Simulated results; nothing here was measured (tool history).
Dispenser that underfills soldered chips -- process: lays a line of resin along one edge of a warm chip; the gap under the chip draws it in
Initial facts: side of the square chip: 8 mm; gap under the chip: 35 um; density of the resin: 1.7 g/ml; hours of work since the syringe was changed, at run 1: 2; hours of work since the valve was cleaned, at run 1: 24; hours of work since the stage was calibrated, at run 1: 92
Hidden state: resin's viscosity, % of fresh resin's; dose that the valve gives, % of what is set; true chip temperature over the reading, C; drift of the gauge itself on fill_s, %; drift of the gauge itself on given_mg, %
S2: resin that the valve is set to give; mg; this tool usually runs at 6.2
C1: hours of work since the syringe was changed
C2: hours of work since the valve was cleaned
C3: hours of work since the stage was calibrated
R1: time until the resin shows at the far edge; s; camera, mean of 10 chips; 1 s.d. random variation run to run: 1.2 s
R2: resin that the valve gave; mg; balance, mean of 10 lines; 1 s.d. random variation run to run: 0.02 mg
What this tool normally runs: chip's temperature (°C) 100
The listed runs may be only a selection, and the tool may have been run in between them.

run 1 day=0 | chip's_temperature_(°C)=100 S2=6.2 | C1=2 C2=24 C3=92 | R1=124.7 R2=6.14
-- day=0.329 new syringe of resin
run 2 day=0.5 | chip's_temperature_(°C)=100 S2=6.2 | C1=3 C2=32 C3=100 | R1=132.7 R2=6.11
-- day=0.754 new syringe of resin
run 3 day=0.833 | chip's_temperature_(°C)=100 S2=6.79 | C1=1 C2=37 C3=106 | R1=123.9 R2=6.68
-- day=1.188 new syringe of resin
run 4 day=1.383 | chip's_temperature_(°C)=100 S2=7.02 | C1=3 C2=46 C3=114 | R1=137.5 R2=6.92
-- day=1.6 new syringe of resin
run 5 day=1.862 | chip's_temperature_(°C)=100 S2=6.2 | C1=4 C2=54 C3=122 | R1=146.5 R2=6.11
-- day=2.012 new syringe of resin
run 6 day=2.117 | chip's_temperature_(°C)=100 S2=6.2 | C1=2 C2=58 C3=126 | R1=127.3 R2=6.07
-- day=2.417 new syringe of resin
run 7 day=2.554 | chip's_temperature_(°C)=100 S2=6.2 | C1=2 C2=65 C3=133 | R1=130.8 R2=6.06
-- day=2.846 new syringe of resin
run 8 day=3.046 | chip's_temperature_(°C)=100 S2=7.24 | C1=3 C2=73 C3=141 | R1=135.5 R2=7.07
-- day=3.25 new syringe of resin
-- day=3.292 dispensing valve cleaned and set on the balance
run 9 day=3.483 | chip's_temperature_(°C)=92 S2=6.76 | C1=3 C2=3 C3=148 | R1=173.1 R2=6.75
-- day=3.708 new syringe of resin
run 10 day=3.892 | chip's_temperature_(°C)=107 S2=6.76 | C1=3 C2=10 C3=154 | R1=113.3 R2=6.76
-- day=4.112 new syringe of resin
run 11 day=4.225 | chip's_temperature_(°C)=97 S2=5.65 | C1=2 C2=15 C3=159 | R1=142 R2=5.64
-- day=4.538 new syringe of resin
run 12 day=4.742 | chip's_temperature_(°C)=112 S2=6.93 | C1=3 C2=23 C3=168 | R1=100.6 R2=6.86

What if the next run were any one of these 3? Each begins from the tool's condition after run 12:
-- day=4.988 new syringe of resin
run A day=5.238 | chip's_temperature_(°C)=97 S2=7.37 | C1=4 C2=31 C3=176 | R1=? R2=?
-- day=4.988 new syringe of resin
run B day=5.238 | chip's_temperature_(°C)=112 S2=7.05 | C1=4 C2=31 C3=176 | R1=? R2=?
-- day=4.988 new syringe of resin
run C day=5.238 | chip's_temperature_(°C)=97 S2=5.73 | C1=4 C2=31 C3=176 | R1=? R2=?

run=A R1=153.6 R2=7.26
run=B R1=102 R2=6.98
run=C R1=157.5 R2=5.66
The same runs, with their run-to-run variation unchanged, on a tool lacking any hidden condition would have given:
run=A R1=119.5 R2=7.34
run=B R1=79.7 R2=7.05
run=C R1=122.5 R2=5.71

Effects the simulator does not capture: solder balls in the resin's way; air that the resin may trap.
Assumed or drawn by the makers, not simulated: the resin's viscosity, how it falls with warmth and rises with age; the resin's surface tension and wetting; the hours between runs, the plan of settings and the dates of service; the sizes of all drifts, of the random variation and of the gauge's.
